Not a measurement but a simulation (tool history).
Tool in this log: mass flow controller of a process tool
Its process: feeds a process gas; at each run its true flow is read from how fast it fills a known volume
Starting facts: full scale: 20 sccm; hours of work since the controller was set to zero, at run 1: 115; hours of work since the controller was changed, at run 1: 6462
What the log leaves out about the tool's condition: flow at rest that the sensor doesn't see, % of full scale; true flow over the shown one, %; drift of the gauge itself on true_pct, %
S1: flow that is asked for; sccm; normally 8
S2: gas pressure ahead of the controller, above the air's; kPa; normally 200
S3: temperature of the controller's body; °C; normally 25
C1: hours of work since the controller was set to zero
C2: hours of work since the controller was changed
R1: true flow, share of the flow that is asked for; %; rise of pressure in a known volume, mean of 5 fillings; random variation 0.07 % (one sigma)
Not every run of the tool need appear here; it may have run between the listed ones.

Run 1, day 0: usual settings; C1 115; C2 6462. Result: R1 98.5 %.
Run 2, day 9.425: usual settings; C1 262; C2 6608. Result: R1 98.49 %.
Run 3, day 20.171: usual settings; C1 429; C2 6776. Result: R1 98.43 %.
Run 4, day 29.683: usual settings; C1 577; C2 6924. Result: R1 98.28 %.
Run 5, day 36.912: usual settings; C1 689; C2 7036. Result: R1 98.45 %.
Run 6, day 43.525: usual settings; C1 792; C2 7139. Result: R1 98.24 %.
Run 7, day 53.646: usual settings; C1 950; C2 7296. Result: R1 98.36 %.
Run 8, day 63.854: usual settings but S3 29 °C; C1 1109; C2 7455. Result: R1 97.85 %.
At day 65.071: controller exchanged for a calibrated one.
Run 9, day 77.346: usual settings but S3 29 °C; C1 191; C2 191. Result: R1 97.92 %.
Run 10, day 87.308: usual settings; C1 346; C2 346. Result: R1 98.21 %.
Run 11, day 99.529: usual settings; C1 536; C2 536. Result: R1 98.19 %.
Run 12, day 108.229: usual settings; C1 672; C2 672. Result: R1 98.09 %.
Run 13, day 121.867: usual settings; C1 884; C2 884. Result: R1 97.94 %.
Run 14, day 134.608: usual settings; C1 1082; C2 1082. Result: R1 97.99 %.
At day 144.483: gauge calibrated.
Run 15, day 145.192: usual settings but S3 24 °C; C1 1247; C2 1247. Result: R1 98.69 %.
Run 16, day 158.692: usual settings but S1 15 sccm, S3 24 °C; C1 1457; C2 1457. Result: R1 99.41 %.
Run 17, day 167.125: usual settings but S1 15 sccm, S3 24 °C; C1 1588; C2 1588. Result: R1 99.37 %.
Run 18, day 178.533: usual settings but S3 22 °C; C1 1765; C2 1765. Result: R1 98.62 %.
Run 19, day 187.192: usual settings; C1 1900; C2 1900. Result: R1 98.34 %.
Run 20, day 193.608: usual settings but S1 14 sccm, S2 245 kPa, S3 32 °C; C1 2000; C2 2000. Result: R1 98.84 %.
Run 21, day 204.388: usual settings but S1 9 sccm, S2 157 kPa, S3 30 °C; C1 2168; C2 2168. Result: R1 97.86 %.
Run 22, day 215.729: usual settings; C1 2344; C2 2344. Result: R1 98.33 %.
Run 23, day 223.021: usual settings but S1 2 sccm, S2 221 kPa; C1 2458; C2 2458. Result: R1 97.54 %.
Run 24, day 235.546: usual settings but S1 2 sccm, S2 221 kPa; C1 2653; C2 2653. Result: R1 97.61 %.
Run 25, day 249.654: usual settings but S1 5 sccm, S3 38 °C; C1 2872; C2 2872. Result: R1 96.88 %.
Run 26, day 259.342: usual settings but S1 5 sccm, S3 38 °C; C1 3023; C2 3023. Result: R1 96.82 %.
Run 27, day 267.9: usual settings but S1 9 sccm, S2 178 kPa; C1 3156; C2 3156. Result: R1 98.01 %.
Run 28, day 275.554: usual settings but S3 20 °C; C1 3275; C2 3275. Result: R1 98.24 %.
Run 29, day 289.262: usual settings but S3 20 °C; C1 3488; C2 3488. Result: R1 98.3 %.
Run 30, day 296.192: usual settings but S2 227 kPa, S3 36 °C; C1 3596; C2 3596. Result: R1 97.51 %.
Run 31, day 306.133: usual settings but S1 13 sccm, S2 143 kPa, S3 29 °C; C1 3751; C2 3751. Result: R1 97.7 %.
Run 32, day 315.433: usual settings but S1 13 sccm, S2 143 kPa, S3 29 °C; C1 3896; C2 3896. Result: R1 97.67 %.
Run 33, day 328.508: usual settings but S1 18 sccm, S2 145 kPa, S3 29 °C; C1 4099; C2 4099. Result: R1 98.28 %.
Run 34, day 340.912: usual settings but S1 5 sccm, S2 165 kPa, S3 29 °C; C1 4292; C2 4292. Result: R1 96.75 %.
Run 35, day 351.004: usual settings but S1 11 sccm, S2 215 kPa; C1 4449; C2 4449. Result: R1 98.13 %.
Run 36, day 358.825: usual settings but S1 4 sccm, S2 254 kPa, S3 20 °C; C1 4571; C2 4571. Result: R1 97.81 %.
Run 37, day 371.212: usual settings but S1 4 sccm, S2 254 kPa, S3 20 °C; C1 4764; C2 4764. Result: R1 97.74 %.
Run 38, day 381: usual settings but S2 262 kPa, S3 22 °C; C1 4916; C2 4916. Result: R1 98.04 %.

Forecast each of these 4 alternatives for the next run:
Run A, day 392.308: usual settings but S1 3 sccm, S2 262 kPa, S3 37 °C; C1 5092; C2 5092. Result: R1 ?.
Run B, day 392.308: usual settings but S2 262 kPa, S3 22 °C; C1 5092; C2 5092. Result: R1 ?.
Run C, day 392.308: usual settings but S1 13 sccm, S2 176 kPa; C1 5092; C2 5092. Result: R1 ?.
Run D, day 392.308: usual settings but S2 171 kPa, S3 23 °C; C1 5092; C2 5092. Result: R1 ?.

run     R1
  A  96.39
  B  98.18
  C  97.92
  D  97.33
The same runs, with their run-to-run variation unchanged, on a tool lacking any hidden condition would have given:
run     R1
  A   97.5
  B  99.32
  C  99.07
  D  98.46
